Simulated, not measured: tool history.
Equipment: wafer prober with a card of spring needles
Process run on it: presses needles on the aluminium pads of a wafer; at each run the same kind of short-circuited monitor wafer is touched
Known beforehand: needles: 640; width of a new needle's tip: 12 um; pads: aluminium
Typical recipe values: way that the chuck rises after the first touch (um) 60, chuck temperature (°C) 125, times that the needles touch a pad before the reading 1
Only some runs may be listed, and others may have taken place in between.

run,hour,way that the chuck rises after the first touch (um),chuck temperature (°C),times that the needles touch a pad before the reading,resistance of one needle with its contact and lead (mohm),way that a needle slides on the pad (um)
1,0,60,125,1,374,15.57
# hour 2.5: tips cleaned on abrasive film
# hour 12.3: tips cleaned on abrasive film
# hour 24.6: tips cleaned on abrasive film
# hour 34.4: tips cleaned on abrasive film
# hour 44.2: tips cleaned on abrasive film
# hour 56.5: tips cleaned on abrasive film
# hour 67.9: tips cleaned on abrasive film
2,67.9,60,125,1,294,15.35
# hour 77.7: tips cleaned on abrasive film
# hour 90: tips cleaned on abrasive film
# hour 102.2: tips cleaned on abrasive film
# hour 107.4: height of the first contact set anew
# hour 114.8: tips cleaned on abrasive film
# hour 124.6: tips cleaned on abrasive film
3,133.4,60,125,1,370,15.44
# hour 135.9: tips cleaned on abrasive film
# hour 145.7: tips cleaned on abrasive film
# hour 158: tips cleaned on abrasive film
# hour 170.2: tips cleaned on abrasive film
# hour 180: tips cleaned on abrasive film
# hour 192.3: tips cleaned on abrasive film
# hour 202.1: tips cleaned on abrasive film
# hour 214: tips cleaned on abrasive film
4,214,62,125,1,296,15.97
# hour 226.3: tips cleaned on abrasive film
# hour 231.4: height of the first contact set anew
# hour 238.8: tips cleaned on abrasive film
# hour 251.1: tips cleaned on abrasive film
5,260.7,62,125,1,375,15.99
# hour 263.2: tips cleaned on abrasive film
# hour 275.5: tips cleaned on abrasive film
# hour 285.3: tips cleaned on abrasive film
# hour 297.6: tips cleaned on abrasive film
# hour 307.4: tips cleaned on abrasive film
# hour 317.2: tips cleaned on abrasive film
# hour 329.5: tips cleaned on abrasive film
6,335.5,44,125,1,441,11.26
# hour 340.5: tips cleaned on abrasive film
# hour 350.3: tips cleaned on abrasive film
# hour 355.5: height of the first contact set anew
# hour 360.4: tips cleaned on abrasive film
# hour 370.2: tips cleaned on abrasive film
# hour 380.1: tips cleaned on abrasive film
# hour 392.3: tips cleaned on abrasive film
7,397,44,125,1,423,11.3
# hour 404.4: tips cleaned on abrasive film
# hour 414.2: tips cleaned on abrasive film
# hour 424: tips cleaned on abrasive film
# hour 436.3: tips cleaned on abrasive film
# hour 441.2: tips cleaned on abrasive film, once more
# hour 453.5: tips cleaned on abrasive film
# hour 465.7: tips cleaned on abrasive film
# hour 475.6: tips cleaned on abrasive film
8,475.7,44,125,1,316,11
# hour 480.9: height of the first contact set anew
# hour 485.9: tips cleaned on abrasive film
# hour 495.7: tips cleaned on abrasive film
# hour 507.9: tips cleaned on abrasive film
# hour 517.8: tips cleaned on abrasive film
9,519.1,44,125,1,358,11.27
# hour 528.9: tips cleaned on abrasive film
# hour 541.2: tips cleaned on abrasive film
# hour 553.4: tips cleaned on abrasive film
10,556.6,60,125,1,345,15.45
# hour 564: tips cleaned on abrasive film
# hour 573.8: tips cleaned on abrasive film
# hour 583.7: tips cleaned on abrasive film
# hour 595.9: tips cleaned on abrasive film
# hour 605.9: height of the first contact set anew
# hour 608.5: tips cleaned on abrasive film
# hour 620.7: tips cleaned on abrasive film
11,624.6,60,125,1,359,15.57
# hour 632: tips cleaned on abrasive film
# hour 641.8: tips cleaned on abrasive film
# hour 651.6: tips cleaned on abrasive film
# hour 661.5: tips cleaned on abrasive film
12,670.6,60,125,1,393,15.52
# hour 673.1: tips cleaned on abrasive film
# hour 683: tips cleaned on abrasive film
# hour 695.2: tips cleaned on abrasive film
# hour 705: tips cleaned on abrasive film
13,706.8,60,125,1,342,15.33
# hour 716.7: tips cleaned on abrasive film
# hour 726.5: tips cleaned on abrasive film
# hour 729.2: height of the first contact set anew
# hour 736.6: tips cleaned on abrasive film
# hour 746.4: tips cleaned on abrasive film
# hour 758.7: tips cleaned on abrasive film
14,767,49,71,1,441,12.6
# hour 769.5: tips cleaned on abrasive film
# hour 779.3: tips cleaned on abrasive film
# hour 789.1: tips cleaned on abrasive film
# hour 801.4: tips cleaned on abrasive film
# hour 811.2: tips cleaned on abrasive film
# hour 821: tips cleaned on abrasive film
# hour 833.3: tips cleaned on abrasive film
# hour 843.1: tips cleaned on abrasive film
15,852,49,71,1,436,12.45
# hour 854.5: tips cleaned on abrasive film
# hour 854.8: height of the first contact set anew
# hour 864.6: tips cleaned on abrasive film
# hour 876.9: tips cleaned on abrasive film
# hour 889.1: tips cleaned on abrasive film
# hour 898.9: tips cleaned on abrasive film
# hour 911.2: tips cleaned on abrasive film
# hour 923.4: tips cleaned on abrasive film
16,925.2,49,71,2,322,12.6
# hour 935: tips cleaned on abrasive film
# hour 944.8: tips cleaned on abrasive film
# hour 954.7: tips cleaned on abrasive film
# hour 966.9: tips cleaned on abrasive film
17,969.4,54,125,2,338,13.72
# hour 976.8: tips cleaned on abrasive film
# hour 979.5: height of the first contact set anew
# hour 989.3: tips cleaned on abrasive film
# hour 1001.6: tips cleaned on abrasive film
# hour 1011.4: tips cleaned on abrasive film
# hour 1021.2: tips cleaned on abrasive film
# hour 1033.5: tips cleaned on abrasive film
# hour 1045.7: tips cleaned on abrasive film
18,1054.6,54,111,1,419,13.92
# hour 1057.1: tips cleaned on abrasive film
# hour 1066.9: tips cleaned on abrasive film
# hour 1079.2: tips cleaned on abrasive film
# hour 1091.4: tips cleaned on abrasive film
19,1097.2,53,59,1,400,13.5
# hour 1102.2: tips cleaned on abrasive film
# hour 1104.9: height of the first contact set anew
# hour 1114.7: tips cleaned on abrasive film
# hour 1127: tips cleaned on abrasive film
# hour 1139.2: tips cleaned on abrasive film
# hour 1149: tips cleaned on abrasive film
20,1150.3,51,54,1,325,13.11
# hour 1160.1: tips cleaned on abrasive film
# hour 1172.4: tips cleaned on abrasive film
# hour 1182.2: tips cleaned on abrasive film
21,1186.5,76,81,2,307,19.43
# hour 1193.9: tips cleaned on abrasive film
# hour 1203.7: tips cleaned on abrasive film
# hour 1213.5: tips cleaned on abrasive film
# hour 1223.3: tips cleaned on abrasive film
# hour 1228.5: height of the first contact set anew
# hour 1233.4: tips cleaned on abrasive film
22,1239.1,55,122,3,334,14.23
# hour 1244.1: tips cleaned on abrasive film
# hour 1253.9: tips cleaned on abrasive film
# hour 1266.1: tips cleaned on abrasive film
# hour 1276: tips cleaned on abrasive film
# hour 1285.8: tips cleaned on abrasive film
23,1294.5,47,74,1,470,12.02
# hour 1297: tips cleaned on abrasive film
# hour 1309.3: tips cleaned on abrasive film
# hour 1321.5: tips cleaned on abrasive film
# hour 1331.3: tips cleaned on abrasive film
# hour 1343.6: tips cleaned on abrasive film
# hour 1353.6: height of the first contact set anew
# hour 1356.1: tips cleaned on abrasive film
24,1364.2,56,69,3,325,14.43

Here are 3 independent what-if runs from the current tool condition. What would each one return?
# hour 1366.8: tips cleaned on abrasive film
# hour 1376.6: tips cleaned on abrasive film
# hour 1388.8: tips cleaned on abrasive film
# hour 1401.1: tips cleaned on abrasive film
# hour 1410.9: tips cleaned on abrasive film
# hour 1420.7: tips cleaned on abrasive film
A,1423.8,42,32,1,?,?
# hour 1366.8: tips cleaned on abrasive film
# hour 1376.6: tips cleaned on abrasive film
# hour 1388.8: tips cleaned on abrasive film
# hour 1401.1: tips cleaned on abrasive film
# hour 1410.9: tips cleaned on abrasive film
# hour 1420.7: tips cleaned on abrasive film
B,1423.8,56,45,3,?,?
# hour 1366.8: tips cleaned on abrasive film
# hour 1376.6: tips cleaned on abrasive film
# hour 1388.8: tips cleaned on abrasive film
# hour 1401.1: tips cleaned on abrasive film
# hour 1410.9: tips cleaned on abrasive film
# hour 1420.7: tips cleaned on abrasive film
C,1423.8,54,62,2,?,?

run,resistance of one needle with its contact and lead (mohm),way that a needle slides on the pad (um)
A,424,10.76
B,303,14.46
C,331,13.82
Had the tool no hidden state, the same runs would have come out as:
run,resistance of one needle with its contact and lead (mohm),way that a needle slides on the pad (um)
A,266,10.91
B,265,14.61
C,269,13.97
